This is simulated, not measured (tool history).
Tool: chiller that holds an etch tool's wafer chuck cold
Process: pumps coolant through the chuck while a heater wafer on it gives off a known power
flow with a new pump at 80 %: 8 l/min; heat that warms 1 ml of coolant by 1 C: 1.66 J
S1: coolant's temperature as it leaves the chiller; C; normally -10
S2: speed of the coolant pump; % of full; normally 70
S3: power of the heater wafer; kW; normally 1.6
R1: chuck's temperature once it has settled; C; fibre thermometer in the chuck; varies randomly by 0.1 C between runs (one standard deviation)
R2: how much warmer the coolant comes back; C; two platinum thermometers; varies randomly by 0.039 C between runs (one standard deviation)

| run | hour | S1 | S2 | S3 | R1 | R2 |
|---|---|---|---|---|---|---|
| 1 | 0 | -10 | 70 | 1.6 | 4.1 | 8.68 |
| 2 | 65.5 | -10 | 70 | 0.908 | -2.2 | 4.96 |
| 3 | 107.9 | -10 | 70 | 1.6 | 4.1 | 8.63 |
| 4 | 151.6 | -10 | 70 | 1.6 | 3.9 | 8.68 |
| 5 | 180.8 | -10 | 70 | 1.6 | 4.1 | 8.79 |
| 6 | 250.2 | -10 | 70 | 1.6 | 4.1 | 8.75 |
| 7 | 312.2 | -10 | 66 | 1.6 | 4.9 | 9.24 |
| 8 | 348.9 | -10 | 70 | 1.6 | 4.3 | 8.81 |
| 9 | 418 | -10 | 70 | 1.6 | 3.8 | 8.71 |
| 10 | 454.7 | -10 | 70 | 1.6 | 4.2 | 8.81 |
| 11 | 509.8 | -10 | 99 | 1.6 | 0.8 | 6.22 |
| 12 | 565.9 | -10 | 99 | 1.6 | 1 | 6.25 |
| 13 | 597.5 | -10 | 99 | 1.6 | 0.9 | 6.18 |
| 14 | 639.4 | -10 | 99 | 1.085 | -2.8 | 4.23 |
| 15 | 711.2 | -10 | 69 | 1.6 | 4.4 | 8.95 |
| 16 | 744.1 | -10 | 69 | 1.6 | 4.5 | 9.02 |
|  | 779.4 | chiller's thermometer calibrated |
| 17 | 813.5 | -14 | 89 | 2.174 | 2.9 | 9.34 |
| 18 | 857.2 | -14 | 89 | 2.174 | 3 | 9.4 |
| 19 | 910.3 | -14 | 89 | 2.174 | 3 | 9.44 |
| 20 | 948.2 | -14 | 89 | 2.174 | 3 | 9.35 |
| 21 | 978.2 | -4 | 64 | 2.081 | 16.7 | 12.64 |
| 22 | 1041.3 | -3 | 70 | 1.6 | 11.8 | 8.82 |
| 23 | 1107.3 | -3 | 70 | 1.6 | 11.9 | 8.9 |
| 24 | 1150.2 | -3 | 70 | 1.6 | 11.9 | 8.88 |
| 25 | 1207.7 | -20 | 72 | 1.983 | -1.6 | 10.66 |
| 26 | 1242.6 | -20 | 72 | 1.983 | -1.9 | 10.7 |
| 27 | 1290 | -2 | 77 | 1.983 | 15 | 10.01 |
| 28 | 1329.5 | -2 | 77 | 1.983 | 15.3 | 9.99 |
| 29 | 1382.9 | -9 | 76 | 1.983 | 8.6 | 10.19 |
| 30 | 1434.6 | -9 | 76 | 1.983 | 8.5 | 10.22 |
| 31 | 1495.8 | -5 | 76 | 0.916 | 3 | 4.75 |
| 32 | 1563.2 | -5 | 76 | 0.916 | 3 | 4.69 |

Each row is a separate what-if for the run after 32, all from the same tool condition, not one after another. Results?
| A | 1632.7 | -12 | 76 | 0.916 | ? | ? |
| B | 1632.7 | -5 | 76 | 1.16 | ? | ? |
| C | 1632.7 | -4 | 93 | 1.016 | ? | ? |

| run | R1 | R2 |
|---|---|---|
| A | -4 | 4.73 |
| B | 5.3 | 5.99 |
| C | 3.7 | 4.28 |
Stripped of hidden state, with their random variation kept, the same runs would have yielded:
| run | R1 | R2 |
|---|---|---|
| A | -4.6 | 4.36 |
| B | 4.4 | 5.54 |
| C | 3.1 | 3.95 |
